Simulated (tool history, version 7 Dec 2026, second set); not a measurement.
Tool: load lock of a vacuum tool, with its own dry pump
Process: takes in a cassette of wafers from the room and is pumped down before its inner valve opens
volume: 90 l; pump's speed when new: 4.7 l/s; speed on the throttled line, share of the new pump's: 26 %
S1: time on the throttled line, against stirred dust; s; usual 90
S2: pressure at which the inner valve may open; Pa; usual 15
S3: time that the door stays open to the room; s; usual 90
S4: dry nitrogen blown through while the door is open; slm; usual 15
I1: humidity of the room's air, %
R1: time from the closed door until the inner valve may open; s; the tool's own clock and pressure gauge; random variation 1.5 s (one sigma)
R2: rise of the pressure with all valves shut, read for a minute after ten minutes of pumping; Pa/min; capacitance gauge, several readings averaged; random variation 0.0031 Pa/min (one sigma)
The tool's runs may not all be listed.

run	hour	S1	S2	S3	S4	I1	R1	R2
1	0.0	90	15	90	15	46.1	240.0	0.131
2	293.2	90	15	39	15	47.9	236.9	0.122
3	507.1	68	15	39	15	44.1	224.8	0.123
4	804.6	68	15	39	4	43.6	223.7	0.149
5	1138.7	68	15	39	4	45.5	226.0	0.166
6	1511.3	68	15	39	4	43.6	226.0	0.179
7	1967.2	90	19	90	15	44.8	238.8	0.214
8	2413.1	90	19	90	15	45.8	239.8	0.231
9	2763.0	90	19	124	15	47.9	243.8	0.268
10	3117.3	49	25	82	11	46.6	206.3	0.280
11	3383.6	86	17	90	31	45.5	242.0	0.275
12	3834.3	90	15	90	15	46.4	253.2	0.330
13	4071.4	63	28	173	25	42.1	215.7	0.339
14	4443.8	63	20	173	25	41.0	225.9	0.381

The next listed run, before its measurement:
15	4649.7	83	10	178	30	43.3	?	?

{"run 15": {"R1": 254.2, "R2": 0.378}}
Without the tool's hidden state the same run would have given R1 239.6 s, R2 0.060 Pa/min.

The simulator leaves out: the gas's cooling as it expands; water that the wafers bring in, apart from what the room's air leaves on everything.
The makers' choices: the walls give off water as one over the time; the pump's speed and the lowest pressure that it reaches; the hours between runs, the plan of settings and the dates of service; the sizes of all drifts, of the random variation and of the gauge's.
